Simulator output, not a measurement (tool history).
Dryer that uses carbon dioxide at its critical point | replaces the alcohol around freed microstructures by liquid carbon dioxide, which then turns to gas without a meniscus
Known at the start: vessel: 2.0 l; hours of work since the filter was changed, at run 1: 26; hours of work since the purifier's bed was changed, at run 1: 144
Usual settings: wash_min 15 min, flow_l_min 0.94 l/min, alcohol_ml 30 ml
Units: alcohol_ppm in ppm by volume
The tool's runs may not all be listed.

run	hour	wash_min	flow_l_min	alcohol_ml	hours of work since the filter was changed	hours of work since the purifier's bed was changed	alcohol_ppm
1	0	15	0.94	30	26	144	34
2	10.8	15	0.94	30	30	148	30
3	24.6	15	0.94	30	35	153	36
4	36	15	0.94	26	39	157	38
5	50.8	15	0.94	21	44	163	28
6	63	15	0.94	21	48	167	33
7	74.9	15	0.94	98	53	171	89
8	84.8	15	0.94	98	56	175	88
9	94.8	15	0.94	54	60	178	48
10	107.5	15	0.94	30	64	183	39
11	115.7	15	0.94	30	67	186	44
12	122.1	15	0.94	30	70	188	48
13	136.5	15	0.94	30	75	193	41
14	146.9	15	0.94	30	79	197	43
15	156.7	15	0.94	30	82	201	43
16	167.3	15	1.242	30	86	205	15
17	177.2	15	1.242	30	90	208	19
18	184.2	15	1.242	30	92	211	18
19	197.3	15	1.242	30	97	215	30
20	207.8	11	0.94	30	101	219	158
21	221.7	11	0.94	30	106	224	167
22	232.7	15	0.774	30	109	228	98
23	240.2	20	0.83	52	112	231	39
24	251.8	15	0.94	85	116	235	103
25	260.3	15	0.94	85	119	238	96
26	275.1	15	1.15	71	125	243	44
27	289.2	18	0.892	28	130	248	29
28	297.1	17	1.416	30	133	251	21
29	303.7	17	1.416	30	135	254	26
30	314	17	0.799	30	139	257	54
31	322.6	17	0.842	30	142	260	44
32	334.8	17	0.842	30	146	265	53
33	347.8	17	0.842	30	151	270	47
34	356.6	15	0.665	51	154	273	340
35	364.3	10	0.671	117	157	276	3126
36	378.1	10	0.94	112	162	280	841
37	392.3	15	1.045	107	167	286	74
38	406.3	9	0.779	107	172	291	2474
39	419.9	18	1.016	107	177	296	44
40	427	15	0.94	30	180	298	56
41	439.7	13	1.032	60	184	303	107
42	454.4	20	1.189	27	189	308	26
43	461.8	10	1.357	24	192	311	51

The same runs without the tool's hidden state, with the same run-to-run variation:
The hidden state here: flow that reaches the vessel past the clogged filter, %; alcohol in the recycled carbon dioxide, ppm; drift of the gauge itself on alcohol_ppm, %.
run	alcohol_ppm
1	21
2	16
3	22
4	24
5	13
6	17
7	65
8	63
9	28
10	21
11	26
12	29
13	22
14	24
15	22
16	0
17	3
18	1
19	13
20	115
21	122
22	62
23	17
24	65
25	57
26	21
27	7
28	2
29	7
30	23
31	16
32	25
33	18
34	236
35	2519
36	604
37	33
38	1933
39	15
40	21
41	55
42	3
43	18

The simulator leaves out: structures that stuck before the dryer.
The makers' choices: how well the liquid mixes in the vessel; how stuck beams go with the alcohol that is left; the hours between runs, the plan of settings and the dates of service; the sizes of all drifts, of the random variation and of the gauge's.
